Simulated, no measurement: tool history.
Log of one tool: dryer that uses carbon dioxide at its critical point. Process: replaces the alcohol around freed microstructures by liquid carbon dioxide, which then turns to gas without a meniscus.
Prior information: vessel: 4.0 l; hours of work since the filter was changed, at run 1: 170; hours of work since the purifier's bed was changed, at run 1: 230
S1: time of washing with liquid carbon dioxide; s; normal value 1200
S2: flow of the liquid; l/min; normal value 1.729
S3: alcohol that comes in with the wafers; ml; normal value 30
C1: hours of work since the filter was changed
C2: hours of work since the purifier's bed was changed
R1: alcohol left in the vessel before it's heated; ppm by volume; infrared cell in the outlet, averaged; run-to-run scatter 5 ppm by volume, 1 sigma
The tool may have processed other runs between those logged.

run 1 hour=0 | S1=1200 S2=1.729 S3=30 | C1=170 C2=230 | R1=65
run 2 hour=6.7 | S1=1200 S2=1.729 S3=30 | C1=173 C2=233 | R1=63
run 3 hour=21.3 | S1=1200 S2=2.93 S3=30 | C1=180 C2=240 | R1=68
run 4 hour=27.6 | S1=1200 S2=2.93 S3=30 | C1=183 C2=243 | R1=62
run 5 hour=40 | S1=1200 S2=2.93 S3=30 | C1=189 C2=249 | R1=67
run 6 hour=54.9 | S1=1200 S2=2.93 S3=30 | C1=196 C2=257 | R1=71
run 7 hour=66 | S1=1200 S2=1.729 S3=30 | C1=202 C2=262 | R1=82
run 8 hour=74.9 | S1=900 S2=1.729 S3=30 | C1=206 C2=266 | R1=100
run 9 hour=82.6 | S1=960 S2=1.729 S3=30 | C1=210 C2=270 | R1=106
run 10 hour=94.8 | S1=960 S2=1.729 S3=30 | C1=215 C2=276 | R1=101
run 11 hour=105 | S1=1200 S2=1.729 S3=30 | C1=220 C2=280 | R1=83
run 12 hour=114.5 | S1=1200 S2=1.19 S3=30 | C1=225 C2=285 | R1=140
run 13 hour=129.9 | S1=1200 S2=1.19 S3=30 | C1=232 C2=292 | R1=140
run 14 hour=137.1 | S1=1200 S2=1.19 S3=30 | C1=236 C2=296 | R1=140
run 15 hour=151.4 | S1=1200 S2=1.19 S3=30 | C1=242 C2=303 | R1=138
run 16 hour=158.6 | S1=1200 S2=1.19 S3=30 | C1=246 C2=306 | R1=141
run 17 hour=173.7 | S1=1200 S2=1.19 S3=30 | C1=253 C2=313 | R1=150
run 18 hour=188.8 | S1=1200 S2=1.19 S3=30 | C1=260 C2=321 | R1=142
run 19 hour=199.5 | S1=900 S2=1.729 S3=30 | C1=265 C2=326 | R1=124
run 20 hour=213.1 | S1=1860 S2=2.72 S3=80 | C1=272 C2=332 | R1=79
run 21 hour=228.6 | S1=1860 S2=2.72 S3=80 | C1=279 C2=340 | R1=89
run 22 hour=237.1 | S1=1860 S2=2.72 S3=80 | C1=283 C2=344 | R1=93
run 23 hour=244.3 | S1=1860 S2=2.72 S3=80 | C1=287 C2=347 | R1=81
run 24 hour=255.4 | S1=1860 S2=1.32 S3=80 | C1=292 C2=352 | R1=92
run 25 hour=267.8 | S1=1620 S2=1.32 S3=80 | C1=298 C2=358 | R1=101

Alternative continuations, all from the tool just after run 25; predict every row:
run A hour=277.1 | S1=1560 S2=1.32 S3=38 | C1=303 C2=363 | R1=?
run B hour=277.1 | S1=900 S2=1.32 S3=67 | C1=303 C2=363 | R1=?
run C hour=277.1 | S1=1620 S2=2.44 S3=23 | C1=303 C2=363 | R1=?

run=A R1=101
run=B R1=406
run=C R1=91
Stripped of hidden state, with their random variation kept, the same runs would have yielded:
run=A R1=10
run=B R1=248
run=C R1=3

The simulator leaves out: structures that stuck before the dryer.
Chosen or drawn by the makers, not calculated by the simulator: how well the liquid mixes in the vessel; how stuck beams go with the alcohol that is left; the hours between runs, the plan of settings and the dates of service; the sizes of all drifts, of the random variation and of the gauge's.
